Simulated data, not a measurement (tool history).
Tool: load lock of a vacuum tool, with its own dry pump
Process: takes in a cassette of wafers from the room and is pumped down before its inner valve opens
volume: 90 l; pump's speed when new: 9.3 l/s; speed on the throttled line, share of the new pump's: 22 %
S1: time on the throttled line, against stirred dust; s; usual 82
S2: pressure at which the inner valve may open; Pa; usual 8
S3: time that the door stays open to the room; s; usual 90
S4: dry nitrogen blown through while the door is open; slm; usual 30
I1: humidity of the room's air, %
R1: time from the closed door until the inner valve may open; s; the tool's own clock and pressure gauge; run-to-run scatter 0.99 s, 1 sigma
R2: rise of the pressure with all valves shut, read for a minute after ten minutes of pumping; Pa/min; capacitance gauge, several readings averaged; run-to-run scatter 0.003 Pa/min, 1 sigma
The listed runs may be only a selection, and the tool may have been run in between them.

| run | hour | S1 | S2 | S3 | S4 | I1 | R1 | R2 |
|---|---|---|---|---|---|---|---|---|
| 1 | 0.0 | 82 | 8 | 90 | 30 | 43.6 | 165.1 | 0.184 |
| 2 | 280.5 | 82 | 8 | 90 | 30 | 45.0 | 167.3 | 0.201 |
| 3 | 626.1 | 82 | 8 | 31 | 30 | 45.5 | 166.7 | 0.221 |
| 4 | 980.2 | 82 | 8 | 31 | 30 | 46.3 | 165.7 | 0.264 |
| 5 | 1185.8 | 84 | 8 | 90 | 30 | 46.3 | 167.8 | 0.290 |
| 6 | 1469.6 | 84 | 8 | 90 | 30 | 45.6 | 167.7 | 0.312 |
| 7 | 1747.9 | 84 | 8 | 90 | 30 | 44.2 | 169.1 | 0.355 |
| 8 | 1986.3 | 82 | 8 | 90 | 30 | 44.3 | 168.6 | 0.375 |
|  | 2262.3 | door's seal changed, seat wiped |
| 9 | 2273.2 | 82 | 8 | 90 | 30 | 44.2 | 166.7 | 0.027 |
| 10 | 2537.2 | 82 | 9 | 90 | 30 | 45.0 | 166.8 | 0.034 |
| 11 | 2807.7 | 82 | 8 | 90 | 30 | 46.6 | 167.6 | 0.041 |
| 12 | 3146.2 | 49 | 8 | 90 | 30 | 46.5 | 145.4 | 0.051 |
| 13 | 3458.1 | 82 | 8 | 90 | 36 | 46.8 | 169.7 | 0.059 |
| 14 | 3772.3 | 82 | 8 | 90 | 30 | 46.3 | 169.0 | 0.080 |
| 15 | 4076.6 | 82 | 8 | 90 | 30 | 45.3 | 171.4 | 0.099 |
| 16 | 4269.3 | 82 | 8 | 90 | 30 | 42.9 | 170.4 | 0.109 |
| 17 | 4615.9 | 82 | 8 | 90 | 30 | 46.5 | 171.3 | 0.129 |
| 18 | 4853.7 | 82 | 8 | 90 | 30 | 47.0 | 171.9 | 0.147 |
| 19 | 5210.7 | 82 | 8 | 90 | 30 | 46.7 | 174.0 | 0.177 |
| 20 | 5393.9 | 82 | 8 | 42 | 26 | 46.1 | 173.2 | 0.180 |
| 21 | 5555.5 | 82 | 8 | 42 | 26 | 44.4 | 172.4 | 0.191 |
| 22 | 5825.9 | 82 | 8 | 42 | 26 | 46.2 | 173.4 | 0.217 |
| 23 | 5997.4 | 82 | 8 | 42 | 26 | 46.0 | 174.8 | 0.239 |
| 24 | 6243.4 | 82 | 8 | 85 | 30 | 45.2 | 176.0 | 0.270 |
| 25 | 6453.5 | 82 | 8 | 85 | 30 | 43.0 | 176.1 | 0.284 |
| 26 | 6768.7 | 53 | 8 | 154 | 15 | 48.5 | 154.6 | 0.348 |
| 27 | 6949.4 | 82 | 8 | 90 | 6 | 42.3 | 175.9 | 0.351 |
| 28 | 7171.8 | 82 | 8 | 125 | 26 | 44.4 | 175.4 | 0.378 |
| 29 | 7398.8 | 52 | 8 | 25 | 30 | 41.1 | 155.2 | 0.375 |
| 30 | 7566.4 | 52 | 13 | 94 | 4 | 48.5 | 148.0 | 0.426 |
|  | 7809.0 | door's seal changed, seat wiped |
| 31 | 7894.4 | 65 | 13 | 189 | 4 | 46.9 | 161.2 | 0.069 |
| 32 | 8075.8 | 88 | 8 | 33 | 30 | 43.3 | 183.1 | 0.022 |
| 33 | 8425.0 | 45 | 8 | 90 | 43 | 46.9 | 153.0 | 0.035 |
| 34 | 8607.3 | 47 | 8 | 88 | 17 | 42.7 | 153.8 | 0.058 |
| 35 | 8801.8 | 47 | 8 | 88 | 17 | 44.5 | 153.1 | 0.060 |
| 36 | 9038.7 | 47 | 8 | 88 | 17 | 44.5 | 153.7 | 0.075 |

Predict each of these 3 candidate next runs independently; none follows another, all start after run 36:
| A | 9197.7 | 82 | 12 | 32 | 13 | 43.4 | ? | ? |
| B | 9197.7 | 67 | 8 | 90 | 30 | 44.0 | ? | ? |
| C | 9197.7 | 77 | 7 | 27 | 17 | 44.8 | ? | ? |

| run | R1 | R2 |
|---|---|---|
| A | 174.4 | 0.067 |
| B | 169.4 | 0.071 |
| C | 177.5 | 0.066 |
The same runs, with their run-to-run variation unchanged, on a tool lacking any hidden condition would have given:
| run | R1 | R2 |
|---|---|---|
| A | 153.0 | 0.017 |
| B | 145.8 | 0.021 |
| C | 153.8 | 0.016 |
